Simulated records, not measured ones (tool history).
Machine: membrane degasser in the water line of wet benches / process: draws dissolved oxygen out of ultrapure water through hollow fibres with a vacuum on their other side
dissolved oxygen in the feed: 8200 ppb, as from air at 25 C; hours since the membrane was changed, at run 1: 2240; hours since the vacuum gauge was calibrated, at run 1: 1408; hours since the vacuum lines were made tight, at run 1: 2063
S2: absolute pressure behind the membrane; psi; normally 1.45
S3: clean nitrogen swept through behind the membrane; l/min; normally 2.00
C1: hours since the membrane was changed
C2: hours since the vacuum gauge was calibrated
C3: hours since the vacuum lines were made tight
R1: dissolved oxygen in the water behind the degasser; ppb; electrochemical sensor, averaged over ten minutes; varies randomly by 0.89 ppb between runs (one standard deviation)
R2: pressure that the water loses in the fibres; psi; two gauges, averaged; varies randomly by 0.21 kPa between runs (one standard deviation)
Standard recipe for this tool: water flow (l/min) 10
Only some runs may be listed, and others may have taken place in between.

Run 1, day 0.000: usual settings; C1 2240; C2 1408; C3 2063. Result: R1 87.7 ppb, R2 7.237 psi.
Run 2, day 2.654: usual settings but water flow (l/min) 9; C1 2304; C2 1472; C3 2127. Result: R1 78.9 ppb, R2 6.577 psi.
Run 3, day 5.100: usual settings; C1 2363; C2 1531; C3 2185. Result: R1 88.9 ppb, R2 7.298 psi.
Run 4, day 8.575: usual settings; C1 2446; C2 1614; C3 2269. Result: R1 87.2 ppb, R2 7.346 psi.
Run 5, day 11.304: usual settings; C1 2512; C2 1680; C3 2334. Result: R1 90.0 ppb, R2 7.262 psi.
Run 6, day 15.025: usual settings; C1 2601; C2 1769; C3 2424. Result: R1 87.2 ppb, R2 7.320 psi.
Run 7, day 18.325: usual settings but S3 5.13 l/min; C1 2680; C2 1848; C3 2503. Result: R1 37.0 ppb, R2 7.323 psi.
Run 8, day 21.654: usual settings but S2 1.06 psi; C1 2760; C2 1928; C3 2583. Result: R1 56.6 ppb, R2 7.337 psi.
Run 9, day 23.383: usual settings but S2 1.06 psi; C1 2801; C2 1969; C3 2624. Result: R1 56.1 ppb, R2 7.333 psi.
Run 10, day 25.325: usual settings; C1 2848; C2 2016; C3 2671. Result: R1 89.6 ppb, R2 7.351 psi.
Run 11, day 27.971: usual settings but S3 1.25 l/min; C1 2912; C2 2080; C3 2734. Result: R1 138.7 ppb, R2 7.329 psi.
Run 12, day 30.225: usual settings but S3 1.25 l/min; C1 2966; C2 2134; C3 2788. Result: R1 139.7 ppb, R2 7.391 psi.
At day 30.462: vacuum gauge calibrated.
Run 13, day 32.725: usual settings but S3 1.25 l/min; C1 3025; C2 54; C3 2848. Result: R1 140.8 ppb, R2 7.353 psi.
Run 14, day 36.262: usual settings but S3 1.25 l/min; C1 3110; C2 139; C3 2933. Result: R1 139.4 ppb, R2 7.381 psi.
At day 37.867: vacuum gauge calibrated, once more.
Run 15, day 39.483: usual settings but S3 5.94 l/min; C1 3187; C2 39; C3 3010. Result: R1 31.5 ppb, R2 7.372 psi.
Run 16, day 41.588: usual settings; C1 3237; C2 89; C3 3060. Result: R1 87.4 ppb, R2 7.349 psi.
Run 17, day 43.204: usual settings; C1 3276; C2 128; C3 3099. Result: R1 86.3 ppb, R2 7.438 psi.
Run 18, day 46.508: usual settings but S2 1.60 psi; C1 3355; C2 207; C3 3178. Result: R1 101.4 ppb, R2 7.330 psi.
Run 19, day 49.608: usual settings but S2 3.07 psi, S3 1.48 l/min; C1 3430; C2 282; C3 3253. Result: R1 299.1 ppb, R2 7.329 psi.
Run 20, day 51.758: usual settings but S2 3.07 psi, S3 1.48 l/min; C1 3481; C2 333; C3 3304. Result: R1 299.2 ppb, R2 7.342 psi.
Run 21, day 53.975: usual settings but S2 2.41 psi, S3 1.06 l/min; C1 3535; C2 387; C3 3357. Result: R1 302.3 ppb, R2 7.385 psi.
Run 22, day 55.796: usual settings but water flow (l/min) 7, S2 2.26 psi, S3 4.58 l/min; C1 3578; C2 430; C3 3401. Result: R1 49.8 ppb, R2 5.181 psi.
Run 23, day 58.575: usual settings but water flow (l/min) 7, S2 2.26 psi, S3 4.58 l/min; C1 3645; C2 497; C3 3468. Result: R1 51.7 ppb, R2 5.187 psi.
Run 24, day 61.775: usual settings but water flow (l/min) 7, S2 2.26 psi, S3 4.58 l/min; C1 3722; C2 574; C3 3545. Result: R1 50.9 ppb, R2 5.218 psi.
Run 25, day 63.479: usual settings but water flow (l/min) 16, S3 1.38 l/min; C1 3763; C2 615; C3 3586. Result: R1 190.8 ppb, R2 11.793 psi.
Run 26, day 65.817: usual settings but water flow (l/min) 16, S3 1.38 l/min; C1 3819; C2 671; C3 3642. Result: R1 193.9 ppb, R2 11.850 psi.
Run 27, day 68.067: usual settings but S2 0.91 psi; C1 3873; C2 725; C3 3696. Result: R1 42.1 ppb, R2 7.384 psi.
Run 28, day 70.196: usual settings but S2 0.91 psi; C1 3924; C2 776; C3 3747. Result: R1 42.4 ppb, R2 7.369 psi.
Run 29, day 73.554: usual settings but water flow (l/min) 13, S2 1.61 psi, S3 2.89 l/min; C1 4005; C2 857; C3 3827. Result: R1 95.3 ppb, R2 9.590 psi.
Run 30, day 76.875: usual settings but water flow (l/min) 13, S2 1.61 psi, S3 2.89 l/min; C1 4084; C2 936; C3 3907. Result: R1 94.2 ppb, R2 9.594 psi.
Run 31, day 79.904: usual settings but water flow (l/min) 8, S2 1.90 psi, S3 3.59 l/min; C1 4157; C2 1009; C3 3980. Result: R1 58.3 ppb, R2 5.893 psi.
Run 32, day 82.525: usual settings but water flow (l/min) 9, S2 2.32 psi, S3 1.83 l/min; C1 4220; C2 1072; C3 4043. Result: R1 163.4 ppb, R2 6.666 psi.
Run 33, day 86.042: usual settings but water flow (l/min) 9, S2 2.32 psi, S3 1.83 l/min; C1 4304; C2 1156; C3 4127. Result: R1 160.4 ppb, R2 6.622 psi.

Branching from run 33: 3 alternative next runs. What would each branch give?
Run A, day 89.500: usual settings but water flow (l/min) 9, S2 2.32 psi, S3 5.84 l/min; C1 4387; C2 1239; C3 4210. Result: R1 ?, R2 ?.
Run B, day 89.500: usual settings but water flow (l/min) 9, S2 1.39 psi, S3 3.47 l/min; C1 4387; C2 1239; C3 4210. Result: R1 ?, R2 ?.
Run C, day 89.500: usual settings but water flow (l/min) 14, S2 1.38 psi, S3 1.50 l/min; C1 4387; C2 1239; C3 4210. Result: R1 ?, R2 ?.

run     R1      R2
  A   54.4   6.680
  B   45.8   6.731
  C  149.8  10.391
The same runs, with their run-to-run variation unchanged, on a tool lacking any hidden condition would have given:
run     R1      R2
  A   51.0   6.434
  B   42.5   6.485
  C  142.0  10.009
